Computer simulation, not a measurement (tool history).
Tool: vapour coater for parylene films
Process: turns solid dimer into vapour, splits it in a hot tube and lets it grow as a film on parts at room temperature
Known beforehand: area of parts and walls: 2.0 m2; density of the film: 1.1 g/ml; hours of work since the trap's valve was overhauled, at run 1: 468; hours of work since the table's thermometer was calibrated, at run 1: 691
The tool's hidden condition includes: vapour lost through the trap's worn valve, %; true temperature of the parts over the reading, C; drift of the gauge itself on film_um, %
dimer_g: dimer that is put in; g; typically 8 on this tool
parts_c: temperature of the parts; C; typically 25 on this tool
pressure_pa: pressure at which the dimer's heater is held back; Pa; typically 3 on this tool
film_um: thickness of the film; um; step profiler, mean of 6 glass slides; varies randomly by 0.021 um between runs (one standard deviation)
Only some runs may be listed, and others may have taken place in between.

run	hour	dimer_g	parts_c	pressure_pa	hours of work since the trap's valve was overhauled	hours of work since the table's thermometer was calibrated	film_um
1	0	8	25	3	468	691	2.43
2	71	8	25	3	510	733	2.38
3	139.3	8	25	3	550	774	2.39
4	208.3	8	25	3	591	814	2.36
5	256.4	8	25	3	620	843	2.34
6	313.8	8	25	3	654	877	2.36
# hour 342.4: trap's valve overhauled
7	374.3	8	25	4.48	19	910	2.52
8	421.1	8	25	3	47	938	2.64
9	491.3	8	25	3.8	88	979	2.6
10	558.8	8	25	3	128	1019	2.62
11	594.7	8	25	4.03	149	1041	2.51
12	627.4	8	33	3	169	1060	1.83
13	685.2	8	33	3	203	1094	1.8
# hour 723.2: table's thermometer calibrated
14	736.8	8	33	3	233	8	1.78
15	799.2	4	28	2.75	270	45	1.09
16	851.5	4	28	2.75	301	76	1.11
17	905.6	4	25	5.89	333	108	1.12
18	944.6	4	26	5.89	356	131	1.08
19	983.1	4	26	5.89	378	154	1.07
20	1041.7	7	33	3.23	413	188	1.47
21	1093.1	8	23	6.66	443	219	2.39
22	1142.6	8	19	2.07	473	248	3.24
23	1191.1	8	19	2.07	501	277	3.23
24	1249.1	8	36	3	536	311	1.44
25	1311.4	3	31	3	573	348	0.66
26	1348.6	3	31	3	595	370	0.66
27	1396.8	3	31	3.71	623	399	0.64

Forecast each of these 5 alternatives for the next run:
A	1438	8	27	3	647	423	?
B	1438	8	25	2.48	647	423	?
C	1438	4	31	8	647	423	?
D	1438	10	31	2.52	647	423	?
E	1438	4	22	8.41	647	423	?

run	film_um
A	2.13
B	2.45
C	0.8
D	2.28
E	1.17
The same runs, with their run-to-run variation unchanged, on a tool lacking any hidden condition would have given:
run	film_um
A	2.41
B	2.76
C	0.9
D	2.58
E	1.32
